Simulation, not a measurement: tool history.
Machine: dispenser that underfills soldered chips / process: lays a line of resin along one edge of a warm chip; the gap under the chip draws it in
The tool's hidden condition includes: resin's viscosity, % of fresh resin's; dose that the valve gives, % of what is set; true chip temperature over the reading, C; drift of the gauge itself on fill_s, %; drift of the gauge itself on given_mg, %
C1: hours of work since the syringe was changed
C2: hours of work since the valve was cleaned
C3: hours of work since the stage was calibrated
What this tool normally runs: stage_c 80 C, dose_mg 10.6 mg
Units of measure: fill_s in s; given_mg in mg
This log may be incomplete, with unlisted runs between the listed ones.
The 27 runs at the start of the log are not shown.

Run 28, hour 110.9: usual settings but stage_c 70 C, dose_mg 12.7 mg; C1 3; C2 45; C3 144. Result: fill_s 30.5 s, given_mg 12.34 mg.
Run 29, hour 116.1: usual settings but stage_c 70 C, dose_mg 12.7 mg; C1 7; C2 49; C3 148. Result: fill_s 38.7 s, given_mg 12.32 mg.
At hour 120.9: new syringe of resin.
Run 30, hour 122.1: usual settings but stage_c 75 C, dose_mg 12.3 mg; C1 1; C2 53; C3 152. Result: fill_s 21.0 s, given_mg 11.90 mg.
Run 31, hour 126.0: usual settings but stage_c 82 C; C1 4; C2 56; C3 155. Result: fill_s 19.5 s, given_mg 10.27 mg.
Run 32, hour 131.6: usual settings but stage_c 85 C, dose_mg 9.1 mg; C1 8; C2 61; C3 159. Result: fill_s 22.4 s, given_mg 8.81 mg.
At hour 134.2: new syringe of resin.
Run 33, hour 137.7: usual settings but stage_c 72 C, dose_mg 10.5 mg; C1 3; C2 65; C3 164. Result: fill_s 28.5 s, given_mg 10.13 mg.
Run 34, hour 140.5: usual settings but stage_c 65 C, dose_mg 10.7 mg; C1 5; C2 67; C3 166. Result: fill_s 47.1 s, given_mg 10.33 mg.
Run 35, hour 144.0: usual settings but stage_c 65 C, dose_mg 10.7 mg; C1 8; C2 70; C3 169. Result: fill_s 55.5 s, given_mg 10.24 mg.

Run 36 has not been measured yet. What should we expect?
Run 36, hour 146.8: usual settings but stage_c 66 C, dose_mg 12.8 mg; C1 10; C2 72; C3 171. Result: fill_s ?, given_mg ?.

{"run 36": {"fill_s": 58.1, "given_mg": 12.26}}
The same run, on a tool lacking any hidden state, would have yielded fill_s 30.8 s, given_mg 12.78 mg.

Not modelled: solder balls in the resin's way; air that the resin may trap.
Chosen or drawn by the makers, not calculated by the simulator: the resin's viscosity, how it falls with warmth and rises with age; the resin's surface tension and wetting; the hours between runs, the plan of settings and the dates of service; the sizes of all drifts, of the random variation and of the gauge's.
